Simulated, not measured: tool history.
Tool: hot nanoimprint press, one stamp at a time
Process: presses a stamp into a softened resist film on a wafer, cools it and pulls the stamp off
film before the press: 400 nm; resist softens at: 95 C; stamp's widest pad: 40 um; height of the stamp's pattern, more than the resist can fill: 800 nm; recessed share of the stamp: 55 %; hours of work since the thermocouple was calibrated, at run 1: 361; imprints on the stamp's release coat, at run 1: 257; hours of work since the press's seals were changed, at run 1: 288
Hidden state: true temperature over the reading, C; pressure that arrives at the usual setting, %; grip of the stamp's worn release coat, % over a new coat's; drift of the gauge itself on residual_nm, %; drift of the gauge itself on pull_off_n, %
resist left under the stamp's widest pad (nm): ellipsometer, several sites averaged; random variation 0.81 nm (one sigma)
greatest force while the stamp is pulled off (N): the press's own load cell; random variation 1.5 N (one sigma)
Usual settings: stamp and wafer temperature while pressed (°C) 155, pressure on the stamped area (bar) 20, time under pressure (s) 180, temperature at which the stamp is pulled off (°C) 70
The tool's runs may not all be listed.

run   hour  stamp and wafer temperature while pressed (°C)  pressure on the stamped area (bar)  time under pressure (s)  temperature at which the stamp is pulled off (°C)  hours of work since the thermocouple was calibrated  imprints on the stamp's release coat  hours of work since the press's seals were changed  resist left under the stamp's widest pad (nm)  greatest force while the stamp is pulled off (N)
  1      0                                             155                                  20                      180                                                 70                                                  361                                   257                                                 288                                          215.4                                               106
  2   13.5                                             155                                  20                      157                                                 70                                                  367                                   287                                                 294                                          224.8                                               109
  3   24.9                                             155                                  20                      180                                                 56                                                  372                                   313                                                 299                                          217.3                                               151
  4   32.8                                             155                                  20                      180                                                 56                                                  375                                   331                                                 302                                          216.7                                               152
  5   45.9                                             155                                  20                      180                                                 56                                                  381                                   361                                                 308                                          216.3                                               150
  6   60.1                                             155                                  20                      180                                                 56                                                  387                                   393                                                 314                                          215.8                                               149
  7   77.4                                             155                                  20                      180                                                 70                                                  394                                   433                                                 321                                          217.1                                               107
  8   90.4                                             155                                  20                      180                                                 70                                                  399                                   462                                                 326                                            215                                               107
  9   98.5                                             155                                  20                      180                                                 61                                                  403                                   481                                                 330                                          216.6                                               132
 10    115                                             155                                  20                      180                                                 61                                                  410                                   518                                                 337                                          216.9                                               134
 11  129.4                                             155                                  20                      180                                                 61                                                  416                                   551                                                 343                                            218                                               134
 12  136.9                                             155                                  20                      180                                                 61                                                  419                                   568                                                 346                                          219.1                                               135
 13  145.1                                             155                                  20                      180                                                 62                                                  423                                   586                                                 350                                          218.4                                               133
 14  153.8                                             155                                23.1                      180                                                 62                                                  426                                   606                                                 353                                          201.9                                               132
 15  166.6                                             155                                23.1                      180                                                 62                                                  432                                   635                                                 359                                          201.5                                               131
 16    181                                             155                                23.1                      180                                                 62                                                  438                                   668                                                 365                                          202.2                                               133
 17  192.2                                             149                                  29                       99                                                 77                                                  443                                   694                                                 370                                          269.7                                                87
 18  200.6                                             155                                24.1                      247                                                 56                                                  446                                   713                                                 373                                          178.5                                               149
 19  210.8                                             158                                27.1                      180                                                 66                                                  451                                   736                                                 378                                          162.7                                               120
 20  225.5                                             158                                  21                      175                                                 66                                                  457                                   769                                                 384                                          191.7                                               120
     244.3  -- stamp cleaned and given a new release coat
 21  244.3                                             147                                  21                      175                                                 66                                                  462                                     0                                                 389                                          289.2                                               119
 22  262.1                                             147                                12.4                      105                                                 56                                                  470                                    41                                                 397                                          363.3                                               149
 23  274.3                                             155                                  20                      180                                                 68                                                  475                                    68                                                 402                                          219.2                                               112
 24  289.5                                             152                                25.3                      174                                                 73                                                  481                                   103                                                 408                                          219.9                                                97
     292.2  -- gauge calibrated
 25  298.6                                             152                                25.3                      174                                                 73                                                  485                                   124                                                 412                                          216.8                                                95
 26  310.2                                             152                                25.3                      174                                                 73                                                  490                                   150                                                 417                                            215                                                97
 27  318.6                                             161                                  20                      180                                                 71                                                  494                                   169                                                 421                                          170.8                                               103
 28  331.1                                             161                                  20                      121                                                 71                                                  499                                   198                                                 426                                          193.4                                               103
 29  342.5                                             161                                  20                      121                                                 71                                                  504                                   223                                                 431                                          193.3                                               102

Forecast each of these 5 alternatives for the next run:
  A  359.5                                             155                                  20                      136                                                 62                                                  511                                   262                                                 438                                              ?                                                 ?
  B  359.5                                             153                                  20                      178                                                 71                                                  511                                   262                                                 438                                              ?                                                 ?
  C  359.5                                             161                                  20                      186                                                 65                                                  511                                   262                                                 438                                              ?                                                 ?
  D  359.5                                             161                                  20                      121                                                 56                                                  511                                   262                                                 438                                              ?                                                 ?
  E  359.5                                             163                                26.6                      121                                                 58                                                  511                                   262                                                 438                                              ?                                                 ?

run  resist left under the stamp's widest pad (nm)  greatest force while the stamp is pulled off (N)
  A                                          234.8                                               132
  B                                            235                                               104
  C                                          170.5                                               120
  D                                          193.6                                               151
  E                                          152.6                                               139
Without the tool's hidden state the same runs would have given:
run  resist left under the stamp's widest pad (nm)  greatest force while the stamp is pulled off (N)
  A                                          234.2                                               131
  B                                          234.4                                               104
  C                                          170.1                                               119
  D                                          193.1                                               150
  E                                          152.1                                               139
